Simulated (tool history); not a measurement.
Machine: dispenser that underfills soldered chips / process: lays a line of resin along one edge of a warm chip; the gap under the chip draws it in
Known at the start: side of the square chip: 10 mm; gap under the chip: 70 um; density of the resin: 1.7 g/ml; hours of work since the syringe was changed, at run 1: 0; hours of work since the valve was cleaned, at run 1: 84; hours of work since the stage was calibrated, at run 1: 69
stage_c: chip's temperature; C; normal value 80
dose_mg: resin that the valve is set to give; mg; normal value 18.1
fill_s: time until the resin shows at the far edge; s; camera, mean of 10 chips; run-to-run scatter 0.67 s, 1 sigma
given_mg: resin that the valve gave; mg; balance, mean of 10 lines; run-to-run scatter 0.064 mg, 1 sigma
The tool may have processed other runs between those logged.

| run | hour | stage_c | dose_mg | hours of work since the syringe was changed | hours of work since the valve was cleaned | hours of work since the stage was calibrated | fill_s | given_mg |
|---|---|---|---|---|---|---|---|---|
| 1 | 0.0 | 80 | 18.1 | 0 | 84 | 69 | 60.3 | 17.43 |
| 2 | 2.4 | 80 | 18.1 | 2 | 86 | 71 | 66.0 | 17.40 |
| 3 | 4.4 | 80 | 22.9 | 4 | 87 | 72 | 69.8 | 21.98 |
| 4 | 8.6 | 80 | 22.9 | 7 | 91 | 75 | 78.5 | 21.95 |
| 5 | 10.6 | 80 | 22.9 | 8 | 92 | 77 | 84.1 | 21.93 |
|  | 15.6 | new syringe of resin |
| 6 | 15.7 | 70 | 21.0 | 0 | 96 | 81 | 92.0 | 20.18 |
| 7 | 18.8 | 70 | 21.0 | 2 | 98 | 83 | 103.8 | 19.99 |
| 8 | 22.8 | 78 | 16.2 | 6 | 101 | 86 | 84.9 | 15.51 |
|  | 25.8 | dispensing valve cleaned and set on the balance |
| 9 | 28.2 | 69 | 23.3 | 9 | 2 | 89 | 140.3 | 23.18 |
|  | 32.0 | new syringe of resin |
| 10 | 32.0 | 69 | 23.3 | 0 | 5 | 92 | 98.6 | 23.18 |

Below are 5 alternative next runs, each starting from the tool's condition after run 10. Predict each:
| A | 35.6 | 80 | 23.1 | 3 | 7 | 95 | ? | ? |
| B | 35.6 | 75 | 16.2 | 3 | 7 | 95 | ? | ? |
| C | 35.6 | 91 | 18.1 | 3 | 7 | 95 | ? | ? |
| D | 35.6 | 85 | 19.6 | 3 | 7 | 95 | ? | ? |
| E | 35.6 | 67 | 21.8 | 3 | 7 | 95 | ? | ? |

| run | fill_s | given_mg |
|---|---|---|
| A | 64.9 | 22.83 |
| B | 85.6 | 16.08 |
| C | 42.5 | 18.00 |
| D | 54.5 | 19.42 |
| E | 120.0 | 21.70 |
Without the tool's hidden state the same runs would have given:
| run | fill_s | given_mg |
|---|---|---|
| A | 57.7 | 22.95 |
| B | 76.0 | 16.17 |
| C | 37.8 | 18.10 |
| D | 48.5 | 19.53 |
| E | 106.8 | 21.82 |

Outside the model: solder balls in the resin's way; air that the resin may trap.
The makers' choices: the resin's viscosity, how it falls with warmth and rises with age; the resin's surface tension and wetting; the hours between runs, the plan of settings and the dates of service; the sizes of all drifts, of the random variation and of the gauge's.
